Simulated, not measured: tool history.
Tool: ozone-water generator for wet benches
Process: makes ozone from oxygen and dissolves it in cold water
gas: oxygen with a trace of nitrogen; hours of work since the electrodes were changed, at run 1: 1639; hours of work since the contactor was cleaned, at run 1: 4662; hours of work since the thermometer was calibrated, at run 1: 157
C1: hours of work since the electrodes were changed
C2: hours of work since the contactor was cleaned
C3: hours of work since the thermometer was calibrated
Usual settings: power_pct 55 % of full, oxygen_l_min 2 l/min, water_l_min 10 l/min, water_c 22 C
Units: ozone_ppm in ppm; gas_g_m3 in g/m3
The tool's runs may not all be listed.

{"run": 1, "hour": 0.0, "power_pct": 55, "oxygen_l_min": 2, "water_l_min": 10, "water_c": 22, "C1": 1639, "C2": 4662, "C3": 157, "ozone_ppm": 9.2, "gas_g_m3": 137.5}
{"run": 2, "hour": 123.6, "power_pct": 55, "oxygen_l_min": 2, "water_l_min": 10, "water_c": 22, "C1": 1713, "C2": 4736, "C3": 232, "ozone_ppm": 9.4, "gas_g_m3": 137.3}
{"run": 3, "hour": 248.3, "power_pct": 55, "oxygen_l_min": 2, "water_l_min": 10, "water_c": 22, "C1": 1788, "C2": 4811, "C3": 307, "ozone_ppm": 9.5, "gas_g_m3": 136.4}
{"run": 4, "hour": 392.5, "power_pct": 55, "oxygen_l_min": 2, "water_l_min": 10, "water_c": 22, "C1": 1875, "C2": 4898, "C3": 393, "ozone_ppm": 9.6, "gas_g_m3": 136.6}
{"run": 5, "hour": 526.7, "power_pct": 55, "oxygen_l_min": 2, "water_l_min": 10, "water_c": 22, "C1": 1956, "C2": 4979, "C3": 474, "ozone_ppm": 9.4, "gas_g_m3": 136.7}
{"run": 6, "hour": 612.5, "power_pct": 55, "oxygen_l_min": 2, "water_l_min": 10, "water_c": 22, "C1": 2007, "C2": 5030, "C3": 526, "ozone_ppm": 9.3, "gas_g_m3": 136.8}
{"run": 7, "hour": 681.3, "power_pct": 55, "oxygen_l_min": 2, "water_l_min": 10, "water_c": 22, "C1": 2049, "C2": 5072, "C3": 567, "ozone_ppm": 9.4, "gas_g_m3": 136}
{"run": 8, "hour": 757.9, "power_pct": 55, "oxygen_l_min": 2, "water_l_min": 10, "water_c": 22, "C1": 2095, "C2": 5118, "C3": 613, "ozone_ppm": 9.2, "gas_g_m3": 136.6}
{"run": 9, "hour": 827.8, "power_pct": 55, "oxygen_l_min": 2, "water_l_min": 10, "water_c": 15, "C1": 2137, "C2": 5160, "C3": 655, "ozone_ppm": 10.2, "gas_g_m3": 136.7}
{"run": 10, "hour": 952.8, "power_pct": 55, "oxygen_l_min": 2, "water_l_min": 10, "water_c": 15, "C1": 2212, "C2": 5235, "C3": 730, "ozone_ppm": 10.1, "gas_g_m3": 136.1}
{"run": 11, "hour": 1058.4, "power_pct": 55, "oxygen_l_min": 2, "water_l_min": 15, "water_c": 22, "C1": 2275, "C2": 5298, "C3": 794, "ozone_ppm": 6.2, "gas_g_m3": 134.7}
{"run": 12, "hour": 1128.0, "power_pct": 89, "oxygen_l_min": 2, "water_l_min": 15, "water_c": 22, "C1": 2317, "C2": 5340, "C3": 836, "ozone_ppm": 8.3, "gas_g_m3": 180.5}
{"run": 13, "hour": 1261.1, "power_pct": 89, "oxygen_l_min": 2, "water_l_min": 15, "water_c": 22, "C1": 2397, "C2": 5420, "C3": 916, "ozone_ppm": 8.4, "gas_g_m3": 181.3}
{"run": 14, "hour": 1356.9, "power_pct": 89, "oxygen_l_min": 2, "water_l_min": 15, "water_c": 22, "C1": 2455, "C2": 5478, "C3": 973, "ozone_ppm": 8.3, "gas_g_m3": 180.9}
{"run": 15, "hour": 1493.9, "power_pct": 89, "oxygen_l_min": 2, "water_l_min": 15, "water_c": 22, "C1": 2537, "C2": 5560, "C3": 1056, "ozone_ppm": 8.2, "gas_g_m3": 181.3}
{"hour": 1516.7, "done": "contactor cleaned"}
{"run": 16, "hour": 1636.6, "power_pct": 89, "oxygen_l_min": 2, "water_l_min": 15, "water_c": 22, "C1": 2621, "C2": 72, "C3": 1139, "ozone_ppm": 8.6, "gas_g_m3": 183}
{"run": 17, "hour": 1722.2, "power_pct": 92, "oxygen_l_min": 2, "water_l_min": 10, "water_c": 29, "C1": 2672, "C2": 124, "C3": 1190, "ozone_ppm": 11.9, "gas_g_m3": 183.2}
{"run": 18, "hour": 1860.0, "power_pct": 92, "oxygen_l_min": 2, "water_l_min": 10, "water_c": 29, "C1": 2755, "C2": 206, "C3": 1273, "ozone_ppm": 11.8, "gas_g_m3": 182.8}
{"run": 19, "hour": 1985.3, "power_pct": 41, "oxygen_l_min": 2, "water_l_min": 6, "water_c": 22, "C1": 2830, "C2": 282, "C3": 1349, "ozone_ppm": 12, "gas_g_m3": 112.9}
{"run": 20, "hour": 2076.9, "power_pct": 41, "oxygen_l_min": 2, "water_l_min": 6, "water_c": 22, "C1": 2885, "C2": 337, "C3": 1404, "ozone_ppm": 12.3, "gas_g_m3": 112.9}
{"run": 21, "hour": 2227.2, "power_pct": 55, "oxygen_l_min": 2, "water_l_min": 10, "water_c": 22, "C1": 2976, "C2": 427, "C3": 1494, "ozone_ppm": 9.6, "gas_g_m3": 134.8}
{"run": 22, "hour": 2316.9, "power_pct": 43, "oxygen_l_min": 2.53, "water_l_min": 13, "water_c": 25, "C1": 3030, "C2": 481, "C3": 1548, "ozone_ppm": 6.3, "gas_g_m3": 102.1}
{"run": 23, "hour": 2390.1, "power_pct": 43, "oxygen_l_min": 2.53, "water_l_min": 13, "water_c": 25, "C1": 3074, "C2": 525, "C3": 1592, "ozone_ppm": 6.4, "gas_g_m3": 102.5}
{"run": 24, "hour": 2471.5, "power_pct": 55, "oxygen_l_min": 2.27, "water_l_min": 11, "water_c": 24, "C1": 3123, "C2": 574, "C3": 1641, "ozone_ppm": 8.6, "gas_g_m3": 124.7}
{"run": 25, "hour": 2581.3, "power_pct": 55, "oxygen_l_min": 3.45, "water_l_min": 10, "water_c": 14, "C1": 3189, "C2": 640, "C3": 1707, "ozone_ppm": 11.1, "gas_g_m3": 100.3}
{"run": 26, "hour": 2703.8, "power_pct": 55, "oxygen_l_min": 3.45, "water_l_min": 10, "water_c": 14, "C1": 3262, "C2": 714, "C3": 1781, "ozone_ppm": 11, "gas_g_m3": 100.2}
{"run": 27, "hour": 2824.1, "power_pct": 77, "oxygen_l_min": 2.94, "water_l_min": 10, "water_c": 26, "C1": 3335, "C2": 786, "C3": 1853, "ozone_ppm": 10.9, "gas_g_m3": 133.2}
{"run": 28, "hour": 2919.3, "power_pct": 77, "oxygen_l_min": 2.94, "water_l_min": 10, "water_c": 26, "C1": 3392, "C2": 843, "C3": 1910, "ozone_ppm": 11.1, "gas_g_m3": 132.3}
{"run": 29, "hour": 3035.8, "power_pct": 49, "oxygen_l_min": 1.24, "water_l_min": 11, "water_c": 27, "C1": 3462, "C2": 913, "C3": 1980, "ozone_ppm": 7.5, "gas_g_m3": 160.8}
{"run": 30, "hour": 3167.7, "power_pct": 55, "oxygen_l_min": 3.46, "water_l_min": 7, "water_c": 22, "C1": 3541, "C2": 993, "C3": 2059, "ozone_ppm": 12.1, "gas_g_m3": 99.7}
{"run": 31, "hour": 3266.7, "power_pct": 42, "oxygen_l_min": 3.46, "water_l_min": 10, "water_c": 22, "C1": 3601, "C2": 1052, "C3": 2119, "ozone_ppm": 8.1, "gas_g_m3": 85.4}
{"run": 32, "hour": 3346.0, "power_pct": 42, "oxygen_l_min": 3.46, "water_l_min": 10, "water_c": 22, "C1": 3648, "C2": 1100, "C3": 2167, "ozone_ppm": 8.1, "gas_g_m3": 84.8}

How the hidden state differs across the entries between the runs, from the last listed run before each to the first after it:
Between runs 15 and 16: contactor cleaned (hour 1516.7)
  yield of the discharge, % of new electrodes': 95.4 -> 95.2; contactor's efficiency, % of a clean one's: 90.2 -> 99.1
  measured less the result without the state, ozone_ppm: -1.1 -> -0.5 ppm; gas_g_m3: -10.1 -> -10.5 g/m3
